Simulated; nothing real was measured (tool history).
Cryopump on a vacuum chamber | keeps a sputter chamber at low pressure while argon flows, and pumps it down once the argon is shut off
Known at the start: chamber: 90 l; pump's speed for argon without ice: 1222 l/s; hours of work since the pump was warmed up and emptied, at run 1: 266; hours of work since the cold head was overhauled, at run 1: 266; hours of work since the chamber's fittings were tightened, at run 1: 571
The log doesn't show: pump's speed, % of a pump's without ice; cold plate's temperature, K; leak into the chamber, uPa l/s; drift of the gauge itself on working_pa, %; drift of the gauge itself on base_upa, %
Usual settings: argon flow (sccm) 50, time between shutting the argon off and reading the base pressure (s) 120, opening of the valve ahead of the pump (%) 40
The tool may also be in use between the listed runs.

| run | hour | argon flow (sccm) | time between shutting the argon off and reading the base pressure (s) | opening of the valve ahead of the pump (%) | hours of work since the pump was warmed up and emptied | hours of work since the cold head was overhauled | hours of work since the chamber's fittings were tightened | pressure while argon flows (Pa) | pressure after the wait (uPa) |
|---|---|---|---|---|---|---|---|---|---|
| 1 | 0.0 | 50 | 120 | 40 | 266 | 266 | 571 | 0.1784 | 0.98 |
| 2 | 13.4 | 50 | 120 | 40 | 277 | 277 | 582 | 0.1768 | 0.99 |
| 3 | 30.0 | 25 | 120 | 40 | 290 | 290 | 595 | 0.0899 | 0.97 |
| 4 | 47.0 | 31 | 120 | 40 | 304 | 304 | 609 | 0.1101 | 1.00 |
| 5 | 60.9 | 67 | 120 | 40 | 315 | 315 | 620 | 0.2405 | 1.03 |
| 6 | 75.3 | 67 | 120 | 40 | 327 | 327 | 631 | 0.2391 | 1.03 |
| 7 | 87.5 | 67 | 120 | 40 | 336 | 336 | 641 | 0.2403 | 1.02 |
| 8 | 99.0 | 61 | 120 | 40 | 346 | 346 | 650 | 0.2194 | 1.10 |
| 9 | 108.1 | 61 | 120 | 40 | 353 | 353 | 658 | 0.2209 | 1.04 |
| 10 | 120.9 | 61 | 120 | 40 | 363 | 363 | 668 | 0.2214 | 1.04 |
| 11 | 136.5 | 50 | 120 | 40 | 376 | 376 | 680 | 0.1801 | 1.04 |
| 12 | 145.6 | 50 | 120 | 40 | 383 | 383 | 688 | 0.1800 | 1.08 |
| 13 | 155.7 | 50 | 120 | 40 | 391 | 391 | 696 | 0.1824 | 1.10 |
| 14 | 169.8 | 50 | 266 | 40 | 402 | 402 | 707 | 0.1818 | 1.00 |
| 15 | 182.7 | 50 | 266 | 40 | 413 | 413 | 718 | 0.1805 | 1.01 |
| 16 | 197.4 | 50 | 266 | 40 | 425 | 425 | 729 | 0.1824 | 1.04 |
| 17 | 206.8 | 50 | 266 | 40 | 432 | 432 | 737 | 0.1815 | 1.06 |
| 18 | 217.5 | 50 | 44 | 43 | 441 | 441 | 746 | 0.1695 | 1.52 |
| 19 | 232.1 | 50 | 91 | 43 | 452 | 452 | 757 | 0.1699 | 1.25 |
| 20 | 240.9 | 50 | 120 | 42 | 459 | 459 | 764 | 0.1743 | 1.20 |
| 21 | 259.0 | 59 | 231 | 40 | 474 | 474 | 779 | 0.2153 | 1.10 |
| 22 | 273.1 | 59 | 231 | 40 | 485 | 485 | 790 | 0.2148 | 1.08 |
| 23 | 291.4 | 99 | 125 | 34 | 500 | 500 | 805 | 0.4250 | 1.22 |
| 24 | 305.9 | 49 | 180 | 21 | 512 | 512 | 816 | 0.3349 | 1.18 |
| 25 | 317.8 | 49 | 180 | 21 | 521 | 521 | 826 | 0.3353 | 1.16 |
| 26 | 334.7 | 49 | 194 | 35 | 535 | 535 | 840 | 0.2050 | 1.18 |
| 27 | 344.8 | 50 | 287 | 22 | 543 | 543 | 848 | 0.3240 | 1.18 |
| 28 | 360.4 | 50 | 287 | 22 | 555 | 555 | 860 | 0.3265 | 1.15 |
| 29 | 370.6 | 49 | 147 | 21 | 564 | 564 | 868 | 0.3348 | 1.29 |
| 30 | 387.4 | 49 | 147 | 21 | 577 | 577 | 882 | 0.3337 | 1.23 |
| 31 | 404.5 | 49 | 147 | 21 | 591 | 591 | 896 | 0.3351 | 1.27 |
| 32 | 422.8 | 56 | 98 | 47 | 606 | 606 | 910 | 0.1791 | 1.35 |
| 33 | 435.8 | 56 | 98 | 47 | 616 | 616 | 921 | 0.1791 | 1.47 |

Some steps in pressure while argon flows (Pa) between neighbouring runs. How much of each would the tool show without its hidden state too (settings, what came in, random variation), and how much is left for the hidden state, with any gauge scatter that isn't in both results?
Run 4 -> 5: argon flow (sccm) 31 -> 67. pressure while argon flows (Pa) +0.1304: hidden state +0.0050, all else +0.1254.
Run 22 -> 23: argon flow (sccm) 59 -> 99, time between shutting the argon off and reading the base pressure (s) 231 -> 125, opening of the valve ahead of the pump (%) 40 -> 34. pressure while argon flows (Pa) +0.2102: hidden state +0.0092, all else +0.2010.
Run 23 -> 24: argon flow (sccm) 99 -> 49, time between shutting the argon off and reading the base pressure (s) 125 -> 180, opening of the valve ahead of the pump (%) 34 -> 21. pressure while argon flows (Pa) -0.0901: hidden state -0.0106, all else -0.0795.
Run 31 -> 32: argon flow (sccm) 49 -> 56, time between shutting the argon off and reading the base pressure (s) 147 -> 98, opening of the valve ahead of the pump (%) 21 -> 47. pressure while argon flows (Pa) -0.1560: hidden state +0.0023, all else -0.1583.

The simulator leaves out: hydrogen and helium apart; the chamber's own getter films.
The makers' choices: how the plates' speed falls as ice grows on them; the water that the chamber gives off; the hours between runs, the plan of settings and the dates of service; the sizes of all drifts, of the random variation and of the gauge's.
